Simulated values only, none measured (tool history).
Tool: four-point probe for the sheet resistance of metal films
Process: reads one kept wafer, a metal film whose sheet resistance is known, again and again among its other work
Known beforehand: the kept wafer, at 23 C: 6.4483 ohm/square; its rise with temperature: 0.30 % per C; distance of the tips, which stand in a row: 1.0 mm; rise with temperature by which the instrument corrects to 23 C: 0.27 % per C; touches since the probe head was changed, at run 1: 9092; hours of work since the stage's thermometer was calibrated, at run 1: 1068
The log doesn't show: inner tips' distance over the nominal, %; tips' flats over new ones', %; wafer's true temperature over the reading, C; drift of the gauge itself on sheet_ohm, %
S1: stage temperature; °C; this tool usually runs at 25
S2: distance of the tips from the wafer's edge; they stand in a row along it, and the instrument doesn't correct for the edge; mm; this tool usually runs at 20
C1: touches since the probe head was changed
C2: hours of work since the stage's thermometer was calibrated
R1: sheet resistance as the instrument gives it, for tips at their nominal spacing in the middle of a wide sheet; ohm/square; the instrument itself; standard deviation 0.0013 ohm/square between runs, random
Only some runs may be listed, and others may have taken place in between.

Run 1, hour 0: usual settings; C1 9092; C2 1068. Result: R1 6.477043 ohm/square.
Run 2, hour 38.9: usual settings; C1 9876; C2 1085. Result: R1 6.478862 ohm/square.
Run 3, hour 81.8: usual settings but S2 65 mm; C1 10740; C2 1103. Result: R1 6.473768 ohm/square.
Run 4, hour 117.8: usual settings but S2 65 mm; C1 11464; C2 1119. Result: R1 6.473124 ohm/square.
Run 5, hour 175.7: usual settings but S1 29 °C; C1 12631; C2 1144. Result: R1 6.48882 ohm/square.
Run 6, hour 208.1: usual settings but S1 29 °C; C1 13282; C2 1158. Result: R1 6.489321 ohm/square.
Run 7, hour 236.8: usual settings but S1 29 °C; C1 13860; C2 1170. Result: R1 6.4885 ohm/square.
Run 8, hour 279: usual settings but S1 29 °C; C1 14709; C2 1189. Result: R1 6.489536 ohm/square.
Run 9, hour 331.1: usual settings but S1 29 °C; C1 15760; C2 1211. Result: R1 6.490301 ohm/square.
Run 10, hour 373.9: usual settings but S1 29 °C; C1 16621; C2 1230. Result: R1 6.491525 ohm/square.
Run 11, hour 416.1: usual settings but S1 29 °C; C1 17470; C2 1248. Result: R1 6.489074 ohm/square.
Run 12, hour 455.7: usual settings but S1 21 °C, S2 74 mm; C1 18267; C2 1265. Result: R1 6.468027 ohm/square.
Run 13, hour 500: usual settings but S1 33 °C, S2 31 mm; C1 19159; C2 1284. Result: R1 6.496662 ohm/square.
Run 14, hour 524.9: usual settings but S1 33 °C, S2 24 mm; C1 19661; C2 1295. Result: R1 6.497973 ohm/square.
Run 15, hour 559.8: usual settings but S1 27 °C, S2 48 mm; C1 20364; C2 1310. Result: R1 6.48059 ohm/square.
Run 16, hour 606.5: usual settings but S1 27 °C, S2 48 mm; C1 21304; C2 1330. Result: R1 6.482322 ohm/square.
Run 17, hour 657.2: usual settings but S1 27 °C, S2 48 mm; C1 22325; C2 1352. Result: R1 6.482984 ohm/square.
Run 18, hour 702.6: usual settings but S1 28 °C, S2 48 mm; C1 23240; C2 1372. Result: R1 6.488596 ohm/square.
Run 19, hour 729: usual settings but S2 4 mm; C1 23772; C2 1383. Result: R1 6.687554 ohm/square.
Run 20, hour 767.7: usual settings but S2 4 mm; C1 24551; C2 1400. Result: R1 6.690522 ohm/square.
Run 21, hour 816.7: usual settings but S1 33 °C; C1 25538; C2 1421. Result: R1 6.502469 ohm/square.

Consider 5 possible next runs. They are alternatives, not a sequence: every one starts from the tool as it was left by run 21. What does each give?
Run A, hour 862.1: usual settings but S1 23 °C, S2 4 mm; C1 26451; C2 1441. Result: R1 ?.
Run B, hour 862.1: usual settings but S1 28 °C, S2 9 mm; C1 26451; C2 1441. Result: R1 ?.
Run C, hour 862.1: usual settings but S1 24 °C, S2 31 mm; C1 26451; C2 1441. Result: R1 ?.
Run D, hour 862.1: usual settings but S1 20 °C, S2 63 mm; C1 26451; C2 1441. Result: R1 ?.
Run E, hour 862.1: usual settings but S1 33 °C, S2 32 mm; C1 26451; C2 1441. Result: R1 ?.

run        R1
  A   6.68861
  B  6.531691
  C  6.482158
  D  6.471867
  E    6.4992
With no hidden state in the tool, these same runs would have given:
run        R1
  A  6.659066
  B  6.502732
  C  6.453436
  D  6.443223
  E   6.47033

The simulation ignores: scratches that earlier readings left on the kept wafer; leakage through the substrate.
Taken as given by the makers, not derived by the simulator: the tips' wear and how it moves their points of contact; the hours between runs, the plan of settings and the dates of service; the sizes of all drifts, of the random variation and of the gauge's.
